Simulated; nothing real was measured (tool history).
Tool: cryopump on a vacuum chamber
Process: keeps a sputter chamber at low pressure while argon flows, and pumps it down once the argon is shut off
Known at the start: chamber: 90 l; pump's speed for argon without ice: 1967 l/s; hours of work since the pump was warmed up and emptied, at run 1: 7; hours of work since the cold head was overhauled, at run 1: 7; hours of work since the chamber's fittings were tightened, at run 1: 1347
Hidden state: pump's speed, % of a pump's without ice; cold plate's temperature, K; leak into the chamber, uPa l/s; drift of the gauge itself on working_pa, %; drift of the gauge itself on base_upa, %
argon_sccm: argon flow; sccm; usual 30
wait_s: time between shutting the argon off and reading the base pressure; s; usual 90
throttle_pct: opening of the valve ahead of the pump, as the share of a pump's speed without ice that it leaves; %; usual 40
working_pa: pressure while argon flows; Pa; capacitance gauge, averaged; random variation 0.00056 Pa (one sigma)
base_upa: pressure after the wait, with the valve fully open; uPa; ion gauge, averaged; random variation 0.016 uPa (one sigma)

| run | hour | argon_sccm | wait_s | throttle_pct | hours of work since the pump was warmed up and emptied | hours of work since the cold head was overhauled | hours of work since the chamber's fittings were tightened | working_pa | base_upa |
|---|---|---|---|---|---|---|---|---|---|
| 1 | 0.0 | 30 | 90 | 40 | 7 | 7 | 1347 | 0.0640 | 0.89 |
| 2 | 8.3 | 30 | 90 | 40 | 12 | 12 | 1351 | 0.0646 | 0.90 |
| 3 | 23.2 | 30 | 90 | 40 | 20 | 20 | 1360 | 0.0646 | 0.90 |
| 4 | 36.6 | 30 | 90 | 40 | 28 | 28 | 1368 | 0.0653 | 0.85 |
| 5 | 50.6 | 30 | 37 | 40 | 37 | 37 | 1376 | 0.0650 | 1.88 |
| 6 | 60.0 | 30 | 97 | 40 | 42 | 42 | 1382 | 0.0647 | 0.83 |
| 7 | 68.3 | 30 | 97 | 40 | 47 | 47 | 1387 | 0.0654 | 0.82 |
| 8 | 82.3 | 30 | 97 | 40 | 55 | 55 | 1395 | 0.0647 | 0.82 |
| 9 | 89.4 | 30 | 97 | 40 | 59 | 59 | 1399 | 0.0653 | 0.81 |
| 10 | 97.5 | 30 | 97 | 40 | 64 | 64 | 1404 | 0.0660 | 0.83 |
| 11 | 105.7 | 30 | 97 | 40 | 69 | 69 | 1409 | 0.0658 | 0.80 |
| 12 | 117.9 | 30 | 97 | 40 | 76 | 76 | 1416 | 0.0656 | 0.84 |
| 13 | 127.7 | 30 | 90 | 40 | 82 | 82 | 1422 | 0.0654 | 0.91 |
| 14 | 140.7 | 30 | 90 | 40 | 90 | 90 | 1429 | 0.0653 | 0.91 |
| 15 | 152.9 | 30 | 90 | 40 | 97 | 97 | 1437 | 0.0649 | 0.90 |
| 16 | 160.3 | 30 | 90 | 40 | 101 | 101 | 1441 | 0.0641 | 0.90 |
| 17 | 166.7 | 16 | 90 | 18 | 105 | 105 | 1445 | 0.0774 | 0.91 |
| 18 | 179.1 | 14 | 219 | 22 | 112 | 112 | 1452 | 0.0545 | 0.47 |
| 19 | 188.3 | 29 | 32 | 19 | 118 | 118 | 1457 | 0.1316 | 2.13 |
| 20 | 198.9 | 29 | 32 | 19 | 124 | 124 | 1464 | 0.1316 | 2.16 |
| 21 | 213.6 | 12 | 32 | 19 | 133 | 133 | 1472 | 0.0556 | 2.12 |
| 22 | 223.3 | 12 | 32 | 19 | 138 | 138 | 1478 | 0.0552 | 2.12 |
| 23 | 236.1 | 17 | 258 | 40 | 146 | 146 | 1485 | 0.0372 | 0.47 |
| 24 | 248.1 | 18 | 106 | 52 | 153 | 153 | 1493 | 0.0308 | 0.79 |
| 25 | 255.5 | 15 | 216 | 50 | 157 | 157 | 1497 | 0.0279 | 0.50 |
| 26 | 264.6 | 39 | 86 | 50 | 163 | 163 | 1502 | 0.0687 | 0.94 |
| 27 | 274.5 | 18 | 90 | 40 | 168 | 168 | 1508 | 0.0397 | 0.91 |
| 28 | 287.4 | 18 | 90 | 40 | 176 | 176 | 1516 | 0.0392 | 0.87 |

3 ways to go on from here, each from the tool as it stands after run 28. What would each give?
| A | 298.2 | 15 | 96 | 40 | 182 | 182 | 1522 | ? | ? |
| B | 298.2 | 19 | 90 | 40 | 182 | 182 | 1522 | ? | ? |
| C | 298.2 | 23 | 28 | 17 | 182 | 182 | 1522 | ? | ? |

| run | working_pa | base_upa |
|---|---|---|
| A | 0.0334 | 0.88 |
| B | 0.0413 | 0.91 |
| C | 0.1180 | 2.44 |
Without the tool's hidden state the same runs would have given:
| run | working_pa | base_upa |
|---|---|---|
| A | 0.0326 | 0.80 |
| B | 0.0402 | 0.84 |
| C | 0.1166 | 2.36 |
